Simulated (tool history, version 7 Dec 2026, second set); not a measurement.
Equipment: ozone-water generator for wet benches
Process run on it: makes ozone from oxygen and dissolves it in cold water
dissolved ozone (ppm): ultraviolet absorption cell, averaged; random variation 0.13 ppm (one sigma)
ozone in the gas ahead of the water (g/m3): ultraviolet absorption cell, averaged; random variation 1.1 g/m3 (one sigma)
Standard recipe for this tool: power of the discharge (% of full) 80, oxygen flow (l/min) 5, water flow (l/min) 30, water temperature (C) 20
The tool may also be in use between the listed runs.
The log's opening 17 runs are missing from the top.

| run | hour | power of the discharge (% of full) | oxygen flow (l/min) | water flow (l/min) | water temperature (C) | dissolved ozone (ppm) | ozone in the gas ahead of the water (g/m3) |
|---|---|---|---|---|---|---|---|
| 18 | 2113.6 | 92 | 3.6 | 25 | 14 | 17.7 | 233.9 |
| 19 | 2198.4 | 49 | 6.9 | 29 | 21 | 9.6 | 106.2 |
| 20 | 2363 | 97 | 5 | 30 | 12 | 15.6 | 194.6 |
| 21 | 2499.9 | 97 | 5 | 30 | 17 | 14.5 | 193.6 |
| 22 | 2596.9 | 97 | 5 | 30 | 17 | 14.7 | 190.7 |
| 23 | 2719.9 | 97 | 5 | 30 | 17 | 14.7 | 192.6 |
| 24 | 2837 | 40 | 3.44 | 30 | 26 | 8 | 145.7 |
| 25 | 2992 | 40 | 3.44 | 30 | 26 | 7.8 | 146.8 |
| 26 | 3143.8 | 67 | 4.12 | 22 | 26 | 14 | 175.1 |
| 27 | 3303.5 | 67 | 4.12 | 22 | 26 | 13.8 | 173 |
| 28 | 3420.8 | 67 | 4.12 | 22 | 26 | 13.8 | 171.8 |
| 29 | 3501.3 | 67 | 4.12 | 22 | 26 | 13.6 | 172.8 |
| 30 | 3577.9 | 67 | 4.12 | 22 | 26 | 13.5 | 170.7 |
| 31 | 3715.1 | 56 | 3.91 | 43 | 20 | 6.6 | 159.8 |
| 32 | 3790.7 | 50 | 6.37 | 19 | 21 | 13.1 | 108.5 |
| 33 | 3903.3 | 83 | 4.97 | 19 | 20 | 18 | 167.7 |

Alternative continuations, all from the tool just after run 33; predict every row:
| A | 4022.7 | 49 | 4.97 | 41 | 14 | ? | ? |
| B | 4022.7 | 83 | 3.06 | 19 | 20 | ? | ? |
| C | 4022.7 | 61 | 4.58 | 19 | 17 | ? | ? |
| D | 4022.7 | 49 | 4.97 | 23 | 13 | ? | ? |

| run | dissolved ozone (ppm) | ozone in the gas ahead of the water (g/m3) |
|---|---|---|
| A | 7.1 | 124.9 |
| B | 18.9 | 232.9 |
| C | 15.9 | 149.2 |
| D | 12.5 | 124.9 |
Take away the tool's hidden state, keep each run's random variation, and the runs would have read:
| run | dissolved ozone (ppm) | ozone in the gas ahead of the water (g/m3) |
|---|---|---|
| A | 8.2 | 139.2 |
| B | 22.7 | 271.5 |
| C | 18.6 | 169.4 |
| D | 14.4 | 139.3 |
